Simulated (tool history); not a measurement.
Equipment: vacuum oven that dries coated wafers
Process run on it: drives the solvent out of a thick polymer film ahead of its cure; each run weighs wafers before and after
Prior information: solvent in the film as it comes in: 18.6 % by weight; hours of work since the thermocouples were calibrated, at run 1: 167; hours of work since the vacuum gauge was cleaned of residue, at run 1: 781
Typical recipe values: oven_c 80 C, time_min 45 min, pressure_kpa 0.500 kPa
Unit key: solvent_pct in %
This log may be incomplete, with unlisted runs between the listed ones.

run	day	oven_c	time_min	pressure_kpa	hours of work since the thermocouples were calibrated	hours of work since the vacuum gauge was cleaned of residue	solvent_pct
1	0.000	80	45	0.500	167	781	0.96
2	1.796	80	45	0.500	199	813	0.97
3	4.696	80	45	0.500	252	866	1.03
4	7.900	80	45	0.843	310	924	1.23
5	9.471	80	45	0.843	338	952	1.18
6	11.438	80	45	0.500	373	988	1.02
7	14.933	80	45	0.500	437	1051	0.94
# day 16.654: vacuum gauge cleaned of residue and calibrated
8	17.700	80	45	0.500	486	19	0.89
9	20.875	80	45	0.500	543	76	0.93
10	22.671	80	45	0.506	576	109	0.92
11	25.679	80	45	0.506	630	163	0.90
12	27.433	80	45	0.506	662	195	0.97
13	29.550	80	45	0.506	700	233	0.88
14	33.175	83	45	0.500	766	299	0.62
15	35.138	83	45	0.500	801	334	0.63
16	37.204	80	45	0.500	839	372	0.95
17	40.417	80	45	1.083	897	430	1.34
18	42.512	80	45	0.262	935	468	0.89
19	44.275	80	45	1.653	966	500	1.65
20	46.862	80	45	0.500	1013	546	1.05
21	49.633	80	35	0.500	1063	597	1.76
22	51.862	80	50	0.500	1104	637	0.89
23	53.388	92	50	0.411	1131	665	0.20
24	56.288	79	67	0.791	1184	717	0.79
25	59.192	79	67	0.872	1236	770	0.83
26	60.783	80	54	0.500	1265	798	0.84
27	62.825	65	36	0.745	1302	835	6.94
28	64.721	65	39	0.414	1336	870	6.26
29	66.696	90	32	0.485	1372	905	0.56
30	68.258	87	36	1.417	1400	934	1.08
31	70.983	87	41	1.317	1450	983	0.93
32	73.321	87	63	0.387	1492	1025	0.28
33	75.917	87	63	0.387	1539	1072	0.36
# day 76.633: vacuum gauge cleaned of residue and calibrated
34	77.825	93	44	0.500	1572	22	0.21
35	80.617	93	44	0.500	1623	72	0.17
36	82.275	73	62	1.460	1653	102	2.25
37	83.779	73	62	1.460	1680	129	2.28
# day 86.429: oven's thermocouples calibrated
38	87.258	85	62	1.709	15	191	0.76
39	90.792	80	81	1.223	79	255	0.74
40	93.554	80	59	1.223	129	305	0.90
41	97.162	79	25	0.500	194	370	2.95
42	100.417	82	23	0.500	253	429	2.60

Here are 5 independent what-if runs from the current tool condition. What would each one return?
A	103.204	88	27	0.508	304	479	?
B	103.204	80	44	1.741	304	479	?
C	103.204	88	81	0.471	304	479	?
D	103.204	66	45	0.500	304	479	?
E	103.204	77	45	0.704	304	479	?

run	solvent_pct
A	0.85
B	1.60
C	0.24
D	4.59
E	1.51
Stripped of hidden state, with their random variation kept, the same runs would have yielded:
run	solvent_pct
A	0.79
B	1.52
C	0.18
D	4.47
E	1.42
